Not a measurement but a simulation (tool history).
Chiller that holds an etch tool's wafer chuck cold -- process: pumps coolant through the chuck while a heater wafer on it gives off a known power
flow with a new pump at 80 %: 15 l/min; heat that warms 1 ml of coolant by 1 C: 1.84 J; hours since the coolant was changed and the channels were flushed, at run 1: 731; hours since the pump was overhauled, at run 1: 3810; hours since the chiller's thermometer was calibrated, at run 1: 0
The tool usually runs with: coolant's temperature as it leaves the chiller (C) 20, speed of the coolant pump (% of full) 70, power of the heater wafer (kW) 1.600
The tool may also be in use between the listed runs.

run    hour  coolant's temperature as it leaves the chiller (C)  speed of the coolant pump (% of full)  power of the heater wafer (kW)  hours since the coolant was changed and the channels were flushed  hours since the pump was overhauled  hours since the chiller's thermometer was calibrated  chuck's temperature once it has settled (C)  how much warmer the coolant comes back (C)
  1     0.0                                                  20                                     70                           1.600                                                                731                                 3810                                                     0                                         30.9                                        4.21
  2   126.8                                                  20                                     70                           1.600                                                                858                                 3937                                                   127                                         31.0                                        4.23
  3   228.7                                                  20                                     70                           1.600                                                                960                                 4039                                                   229                                         31.1                                        4.19
  4   282.3                                                  20                                     70                           1.600                                                               1013                                 4092                                                   282                                         31.1                                        4.17
  5   368.4                                                  20                                     70                           1.600                                                               1100                                 4178                                                   368                                         30.9                                        4.24
  6   481.0                                                  20                                     70                           1.600                                                               1212                                 4291                                                   481                                         30.9                                        4.29
  7   604.6                                                  20                                     79                           1.600                                                               1336                                 4414                                                   605                                         30.0                                        3.77
  8   697.3                                                  20                                     70                           2.201                                                               1428                                 4507                                                   697                                         35.2                                        5.89
  9   803.3                                                  20                                     70                           2.201                                                               1534                                 4613                                                   803                                         35.4                                        5.85
 10   900.8                                                  20                                     70                           2.201                                                               1632                                 4711                                                   901                                         35.3                                        5.90
 11  1003.5                                                  24                                     70                           1.600                                                               1735                                 4813                                                  1003                                         35.1                                        4.22
 12  1113.4                                                  24                                     78                           1.600                                                               1845                                 4923                                                  1113                                         34.3                                        3.85
 13  1245.2                                                  24                                     78                           1.600                                                               1976                                 5055                                                  1245                                         34.1                                        3.80
 14  1302.2                                                  20                                     97                           1.600                                                               2033                                 5112                                                  1302                                         28.8                                        3.09
 15  1431.9                                                  20                                     97                           1.600                                                               2163                                 5242                                                  1432                                         28.9                                        3.10
 16  1525.5                                                  20                                     97                           1.600                                                               2257                                 5335                                                  1526                                         28.9                                        3.15
 17  1636.7                                                  20                                     97                           1.600                                                               2368                                 5447                                                  1637                                         28.9                                        3.15
 18  1720.7                                                  20                                     77                           1.600                                                               2452                                 5531                                                  1721                                         30.3                                        3.93
     1727.1  -- chiller's thermometer calibrated
 19  1779.9                                                  20                                     63                           0.956                                                               2510                                 5589                                                    53                                         26.9                                        2.83
 20  1843.6                                                  10                                     74                           1.325                                                               2574                                 5652                                                   116                                         19.0                                        3.35
 21  1967.7                                                  20                                     74                           0.889                                                               2698                                 5777                                                   241                                         25.9                                        2.32
 22  2094.7                                                  11                                     71                           1.722                                                               2825                                 5904                                                   368                                         23.0                                        4.62
 23  2170.5                                                  11                                     71                           1.722                                                               2901                                 5979                                                   443                                         22.8                                        4.63
 24  2289.8                                                  29                                     72                           1.830                                                               3020                                 6099                                                   563                                         41.7                                        4.87
     2341.9  -- chiller's thermometer calibrated, once more
 25  2357.5                                                  13                                     72                           1.830                                                               3087                                 6165                                                    16                                         26.2                                        4.85
 26  2456.8                                                  24                                     61                           1.600                                                               3186                                 6265                                                   115                                         37.0                                        4.95
 27  2520.8                                                  24                                     61                           1.600                                                               3250                                 6329                                                   179                                         36.8                                        5.05
 28  2585.3                                                  24                                     61                           1.600                                                               3314                                 6393                                                   243                                         37.2                                        5.08
 29  2710.6                                                  24                                     61                           1.600                                                               3440                                 6518                                                   369                                         36.9                                        4.99
 30  2824.2                                                  24                                     61                           1.600                                                               3553                                 6632                                                   482                                         36.9                                        4.99
 31  2946.7                                                  24                                     97                           1.600                                                               3676                                 6755                                                   605                                         33.5                                        3.21

Run by run, hidden condition taken away, random variation retained:
The tool's hidden condition here consists of: heat passed by the chuck's channels, % of clean ones'; flow at a given pump speed, % of a new pump's; coolant's true temperature over the reading, C; drift of the gauge itself on chuck_c, C; drift of the gauge itself on warmer_back_c, C.
run  chuck's temperature once it has settled (C)  how much warmer the coolant comes back (C)
  1                                         30.2                                        3.96
  2                                         30.3                                        3.97
  3                                         30.4                                        3.93
  4                                         30.4                                        3.90
  5                                         30.2                                        3.97
  6                                         30.2                                        4.01
  7                                         29.3                                        3.52
  8                                         34.2                                        5.49
  9                                         34.3                                        5.44
 10                                         34.2                                        5.48
 11                                         34.3                                        3.91
 12                                         33.6                                        3.56
 13                                         33.4                                        3.51
 14                                         28.1                                        2.86
 15                                         28.2                                        2.86
 16                                         28.2                                        2.90
 17                                         28.3                                        2.89
 18                                         29.5                                        3.60
 19                                         26.6                                        2.59
 20                                         18.5                                        3.06
 21                                         25.7                                        2.12
 22                                         22.0                                        4.22
 23                                         21.9                                        4.23
 24                                         40.7                                        4.43
 25                                         24.6                                        4.41
 26                                         35.5                                        4.49
 27                                         35.2                                        4.58
 28                                         35.6                                        4.60
 29                                         35.3                                        4.51
 30                                         35.3                                        4.50
 31                                         32.3                                        2.90

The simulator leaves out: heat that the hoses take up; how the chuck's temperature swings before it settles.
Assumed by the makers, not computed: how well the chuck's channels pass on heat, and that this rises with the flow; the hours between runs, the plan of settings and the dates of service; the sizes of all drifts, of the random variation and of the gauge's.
